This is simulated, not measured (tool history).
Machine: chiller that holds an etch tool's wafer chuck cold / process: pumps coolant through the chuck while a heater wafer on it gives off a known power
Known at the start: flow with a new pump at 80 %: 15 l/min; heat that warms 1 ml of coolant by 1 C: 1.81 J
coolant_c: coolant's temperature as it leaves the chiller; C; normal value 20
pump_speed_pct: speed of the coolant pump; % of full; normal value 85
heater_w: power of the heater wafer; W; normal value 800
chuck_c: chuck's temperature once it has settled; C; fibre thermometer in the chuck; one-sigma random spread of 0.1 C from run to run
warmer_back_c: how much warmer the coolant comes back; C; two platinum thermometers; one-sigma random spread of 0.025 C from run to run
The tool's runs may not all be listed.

{"run": 1, "day": 0.0, "coolant_c": 20, "pump_speed_pct": 85, "heater_w": 800, "chuck_c": 25.5, "warmer_back_c": 1.62}
{"run": 2, "day": 1.254, "coolant_c": 20, "pump_speed_pct": 95, "heater_w": 800, "chuck_c": 24.9, "warmer_back_c": 1.44}
{"run": 3, "day": 2.262, "coolant_c": 20, "pump_speed_pct": 80, "heater_w": 800, "chuck_c": 25.8, "warmer_back_c": 1.79}
{"run": 4, "day": 3.425, "coolant_c": 20, "pump_speed_pct": 80, "heater_w": 800, "chuck_c": 25.8, "warmer_back_c": 1.76}
{"run": 5, "day": 4.108, "coolant_c": 20, "pump_speed_pct": 85, "heater_w": 800, "chuck_c": 25.7, "warmer_back_c": 1.67}
{"run": 6, "day": 5.304, "coolant_c": 20, "pump_speed_pct": 69, "heater_w": 800, "chuck_c": 26.9, "warmer_back_c": 2.09}
{"run": 7, "day": 6.0, "coolant_c": 20, "pump_speed_pct": 69, "heater_w": 800, "chuck_c": 26.8, "warmer_back_c": 2.08}
{"run": 8, "day": 7.012, "coolant_c": 20, "pump_speed_pct": 85, "heater_w": 601, "chuck_c": 24.1, "warmer_back_c": 1.25}
{"run": 9, "day": 8.2, "coolant_c": 26, "pump_speed_pct": 85, "heater_w": 800, "chuck_c": 31.5, "warmer_back_c": 1.67}
{"run": 10, "day": 8.962, "coolant_c": 13, "pump_speed_pct": 85, "heater_w": 800, "chuck_c": 18.7, "warmer_back_c": 1.69}
{"run": 11, "day": 10.221, "coolant_c": 13, "pump_speed_pct": 85, "heater_w": 800, "chuck_c": 18.4, "warmer_back_c": 1.69}
{"run": 12, "day": 11.412, "coolant_c": 13, "pump_speed_pct": 85, "heater_w": 800, "chuck_c": 18.5, "warmer_back_c": 1.66}
{"run": 13, "day": 12.467, "coolant_c": 13, "pump_speed_pct": 85, "heater_w": 1092, "chuck_c": 20.6, "warmer_back_c": 2.27}
{"run": 14, "day": 13.408, "coolant_c": 13, "pump_speed_pct": 85, "heater_w": 1092, "chuck_c": 20.5, "warmer_back_c": 2.25}
{"run": 15, "day": 14.362, "coolant_c": 20, "pump_speed_pct": 85, "heater_w": 962, "chuck_c": 26.6, "warmer_back_c": 2.02}
{"run": 16, "day": 15.062, "coolant_c": 20, "pump_speed_pct": 85, "heater_w": 800, "chuck_c": 25.6, "warmer_back_c": 1.71}
{"run": 17, "day": 16.258, "coolant_c": 20, "pump_speed_pct": 85, "heater_w": 800, "chuck_c": 25.5, "warmer_back_c": 1.71}
{"run": 18, "day": 17.417, "coolant_c": 20, "pump_speed_pct": 85, "heater_w": 800, "chuck_c": 25.5, "warmer_back_c": 1.68}
{"run": 19, "day": 18.671, "coolant_c": 20, "pump_speed_pct": 85, "heater_w": 800, "chuck_c": 25.6, "warmer_back_c": 1.69}
{"run": 20, "day": 19.492, "coolant_c": 20, "pump_speed_pct": 85, "heater_w": 500, "chuck_c": 23.3, "warmer_back_c": 1.06}
{"run": 21, "day": 20.429, "coolant_c": 21, "pump_speed_pct": 65, "heater_w": 500, "chuck_c": 25.5, "warmer_back_c": 1.43}
{"run": 22, "day": 21.583, "coolant_c": 21, "pump_speed_pct": 65, "heater_w": 500, "chuck_c": 25.4, "warmer_back_c": 1.41}
{"run": 23, "day": 22.404, "coolant_c": 23, "pump_speed_pct": 65, "heater_w": 856, "chuck_c": 30.7, "warmer_back_c": 2.4}
{"run": 24, "day": 23.288, "coolant_c": 23, "pump_speed_pct": 65, "heater_w": 856, "chuck_c": 30.6, "warmer_back_c": 2.46}
{"run": 25, "day": 24.067, "coolant_c": 20, "pump_speed_pct": 93, "heater_w": 607, "chuck_c": 23.9, "warmer_back_c": 1.13}
{"run": 26, "day": 25.083, "coolant_c": 20, "pump_speed_pct": 85, "heater_w": 435, "chuck_c": 23.0, "warmer_back_c": 0.9}
{"run": 27, "day": 25.838, "coolant_c": 20, "pump_speed_pct": 70, "heater_w": 435, "chuck_c": 23.6, "warmer_back_c": 1.14}
{"run": 28, "day": 26.604, "coolant_c": 20, "pump_speed_pct": 70, "heater_w": 435, "chuck_c": 23.4, "warmer_back_c": 1.12}
{"run": 29, "day": 27.271, "coolant_c": 21, "pump_speed_pct": 89, "heater_w": 800, "chuck_c": 26.4, "warmer_back_c": 1.58}
{"run": 30, "day": 27.854, "coolant_c": 15, "pump_speed_pct": 71, "heater_w": 800, "chuck_c": 21.7, "warmer_back_c": 2.09}
{"run": 31, "day": 28.979, "coolant_c": 18, "pump_speed_pct": 65, "heater_w": 800, "chuck_c": 25.4, "warmer_back_c": 2.24}
{"run": 32, "day": 29.554, "coolant_c": 18, "pump_speed_pct": 79, "heater_w": 800, "chuck_c": 23.9, "warmer_back_c": 1.81}
{"run": 33, "day": 30.246, "coolant_c": 30, "pump_speed_pct": 70, "heater_w": 568, "chuck_c": 34.7, "warmer_back_c": 1.49}

Pick out some run-to-run changes in chuck_c. Of each, how much would a tool without hidden state show as well, from the settings, what came in and chance, and how much is left for the hidden state and any gauge scatter not in both results compared?
The hidden state here: heat passed by the chuck's channels, % of clean ones'; flow at a given pump speed, % of a new pump's; coolant's true temperature over the reading, C; drift of the gauge itself on chuck_c, C; drift of the gauge itself on warmer_back_c, C.
Run 7 -> 8: pump_speed_pct 69 -> 85, heater_w 800 -> 601. chuck_c -2.7 C: hidden state -0.3, all else -2.4.
Run 8 -> 9: coolant_c 20 -> 26, heater_w 601 -> 800. chuck_c +7.4 C: hidden state +0.1, all else +7.3.
Run 9 -> 10: coolant_c 26 -> 13. chuck_c -12.8 C: hidden state +0.1, all else -12.9.
Run 22 -> 23: coolant_c 21 -> 23, heater_w 500 -> 856. chuck_c +5.3 C: hidden state +0.5, all else +4.8.
Run 24 -> 25: coolant_c 23 -> 20, pump_speed_pct 65 -> 93, heater_w 856 -> 607. chuck_c -6.7 C: hidden state -0.5, all else -6.2.
Run 32 -> 33: coolant_c 18 -> 30, pump_speed_pct 79 -> 70, heater_w 800 -> 568. chuck_c +10.8 C: hidden state -0.1, all else +10.9.

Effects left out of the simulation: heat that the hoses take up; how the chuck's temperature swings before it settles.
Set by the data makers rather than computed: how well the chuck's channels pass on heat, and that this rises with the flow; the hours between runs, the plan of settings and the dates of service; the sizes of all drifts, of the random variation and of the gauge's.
